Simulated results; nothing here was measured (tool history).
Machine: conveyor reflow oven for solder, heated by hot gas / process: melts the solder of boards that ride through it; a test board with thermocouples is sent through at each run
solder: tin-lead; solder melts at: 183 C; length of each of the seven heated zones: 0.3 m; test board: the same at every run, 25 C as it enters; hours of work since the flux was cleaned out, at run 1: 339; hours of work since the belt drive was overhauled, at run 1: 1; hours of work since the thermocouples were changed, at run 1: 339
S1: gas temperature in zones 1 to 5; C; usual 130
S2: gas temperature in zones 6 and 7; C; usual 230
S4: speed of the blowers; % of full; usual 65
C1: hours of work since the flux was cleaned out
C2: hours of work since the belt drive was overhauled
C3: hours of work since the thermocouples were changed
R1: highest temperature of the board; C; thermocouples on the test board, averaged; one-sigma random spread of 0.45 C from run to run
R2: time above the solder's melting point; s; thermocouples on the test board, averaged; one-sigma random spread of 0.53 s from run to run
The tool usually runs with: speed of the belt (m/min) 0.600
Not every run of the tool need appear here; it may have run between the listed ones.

{"run": 1, "hour": 0.0, "S1": 130, "S2": 230, "speed of the belt (m/min)": 0.6, "S4": 65, "C1": 339, "C2": 1, "C3": 339, "R1": 199.0, "R2": 26.2}
{"run": 2, "hour": 11.6, "S1": 130, "S2": 230, "speed of the belt (m/min)": 0.6, "S4": 65, "C1": 345, "C2": 8, "C3": 345, "R1": 199.4, "R2": 24.8}
{"run": 3, "hour": 21.4, "S1": 130, "S2": 230, "speed of the belt (m/min)": 0.6, "S4": 65, "C1": 351, "C2": 13, "C3": 351, "R1": 199.2, "R2": 25.4}
{"run": 4, "hour": 36.9, "S1": 130, "S2": 230, "speed of the belt (m/min)": 0.6, "S4": 65, "C1": 359, "C2": 22, "C3": 359, "R1": 198.8, "R2": 25.3}
{"run": 5, "hour": 45.1, "S1": 130, "S2": 225, "speed of the belt (m/min)": 0.6, "S4": 65, "C1": 364, "C2": 27, "C3": 364, "R1": 195.1, "R2": 21.0}
{"run": 6, "hour": 55.4, "S1": 130, "S2": 225, "speed of the belt (m/min)": 0.6, "S4": 65, "C1": 370, "C2": 32, "C3": 370, "R1": 195.5, "R2": 21.6}
{"run": 7, "hour": 66.1, "S1": 130, "S2": 225, "speed of the belt (m/min)": 0.6, "S4": 65, "C1": 376, "C2": 39, "C3": 376, "R1": 195.0, "R2": 21.6}
{"run": 8, "hour": 75.4, "S1": 130, "S2": 230, "speed of the belt (m/min)": 0.6, "S4": 89, "C1": 381, "C2": 44, "C3": 381, "R1": 203.2, "R2": 30.4}
{"run": 9, "hour": 92.1, "S1": 130, "S2": 230, "speed of the belt (m/min)": 0.6, "S4": 89, "C1": 390, "C2": 53, "C3": 390, "R1": 202.6, "R2": 30.5}
{"run": 10, "hour": 105.6, "S1": 130, "S2": 230, "speed of the belt (m/min)": 0.525, "S4": 65, "C1": 398, "C2": 61, "C3": 398, "R1": 204.2, "R2": 36.1}
{"run": 11, "hour": 120.1, "S1": 139, "S2": 230, "speed of the belt (m/min)": 0.525, "S4": 65, "C1": 406, "C2": 69, "C3": 406, "R1": 205.6, "R2": 40.6}
{"run": 12, "hour": 134.3, "S1": 139, "S2": 230, "speed of the belt (m/min)": 0.525, "S4": 65, "C1": 414, "C2": 77, "C3": 414, "R1": 206.5, "R2": 40.6}
{"hour": 140.4, "done": "flux residue cleaned out of gas plates and filters"}
{"run": 13, "hour": 152.7, "S1": 130, "S2": 230, "speed of the belt (m/min)": 0.6, "S4": 65, "C1": 7, "C2": 84, "C3": 422, "R1": 202.8, "R2": 30.2}
{"run": 14, "hour": 163.1, "S1": 141, "S2": 240, "speed of the belt (m/min)": 0.645, "S4": 65, "C1": 13, "C2": 90, "C3": 428, "R1": 211.0, "R2": 36.2}
{"run": 15, "hour": 174.0, "S1": 126, "S2": 238, "speed of the belt (m/min)": 0.6, "S4": 64, "C1": 19, "C2": 96, "C3": 434, "R1": 208.1, "R2": 33.5}
{"run": 16, "hour": 184.0, "S1": 126, "S2": 238, "speed of the belt (m/min)": 0.6, "S4": 64, "C1": 25, "C2": 102, "C3": 439, "R1": 206.7, "R2": 33.6}
{"run": 17, "hour": 198.9, "S1": 126, "S2": 238, "speed of the belt (m/min)": 0.6, "S4": 64, "C1": 33, "C2": 110, "C3": 448, "R1": 207.9, "R2": 32.4}
{"run": 18, "hour": 206.7, "S1": 126, "S2": 238, "speed of the belt (m/min)": 0.6, "S4": 64, "C1": 37, "C2": 115, "C3": 452, "R1": 208.1, "R2": 32.4}
{"run": 19, "hour": 219.4, "S1": 130, "S2": 240, "speed of the belt (m/min)": 0.6, "S4": 65, "C1": 44, "C2": 122, "C3": 459, "R1": 209.9, "R2": 36.1}
{"run": 20, "hour": 226.5, "S1": 130, "S2": 224, "speed of the belt (m/min)": 0.6, "S4": 65, "C1": 48, "C2": 126, "C3": 463, "R1": 197.5, "R2": 25.4}
{"run": 21, "hour": 236.9, "S1": 130, "S2": 230, "speed of the belt (m/min)": 0.679, "S4": 65, "C1": 54, "C2": 132, "C3": 469, "R1": 197.7, "R2": 20.2}
{"run": 22, "hour": 251.2, "S1": 130, "S2": 244, "speed of the belt (m/min)": 0.6, "S4": 64, "C1": 62, "C2": 140, "C3": 477, "R1": 212.3, "R2": 38.8}
{"run": 23, "hour": 260.9, "S1": 128, "S2": 227, "speed of the belt (m/min)": 0.678, "S4": 58, "C1": 68, "C2": 145, "C3": 483, "R1": 191.6, "R2": 14.0}
{"run": 24, "hour": 270.6, "S1": 128, "S2": 227, "speed of the belt (m/min)": 0.678, "S4": 58, "C1": 73, "C2": 151, "C3": 488, "R1": 192.0, "R2": 14.7}
{"run": 25, "hour": 285.2, "S1": 130, "S2": 232, "speed of the belt (m/min)": 0.6, "S4": 65, "C1": 81, "C2": 159, "C3": 496, "R1": 203.3, "R2": 31.0}

For each run, the measured value with the value that run would have given without the tool's hidden condition subtracted. The run-to-run variation is shared by both, the gauge scatter possibly not:
Hidden state at play: heat that the gas passes to the board, % of a clean oven's; belt's true speed, % of the reading; true gas temperature in zones 6 and 7 over the reading, C; drift of the gauge itself on peak_c, C; drift of the gauge itself on liquid_s, %.
run=1 R1=-4.4 R2=-5.1
run=2 R1=-4.5 R2=-5.3
run=3 R1=-4.5 R2=-5.3
run=4 R1=-4.6 R2=-5.5
run=5 R1=-4.5 R2=-6.1
run=6 R1=-4.6 R2=-6.2
run=7 R1=-4.6 R2=-6.2
run=8 R1=-5.1 R2=-5.3
run=9 R1=-5.2 R2=-5.4
run=10 R1=-4.7 R2=-5.5
run=11 R1=-4.5 R2=-5.0
run=12 R1=-4.6 R2=-5.1
run=13 R1=-0.9 R2=-0.9
run=14 R1=-1.0 R2=-0.8
run=15 R1=-1.1 R2=-0.9
run=16 R1=-1.2 R2=-1.0
run=17 R1=-1.2 R2=-1.1
run=18 R1=-1.3 R2=-1.1
run=19 R1=-1.5 R2=-1.1
run=20 R1=-1.4 R2=-1.7
run=21 R1=-1.5 R2=-1.7
run=22 R1=-1.6 R2=-1.3
run=23 R1=-1.6 R2=-2.1
run=24 R1=-1.7 R2=-2.1
run=25 R1=-1.9 R2=-1.8
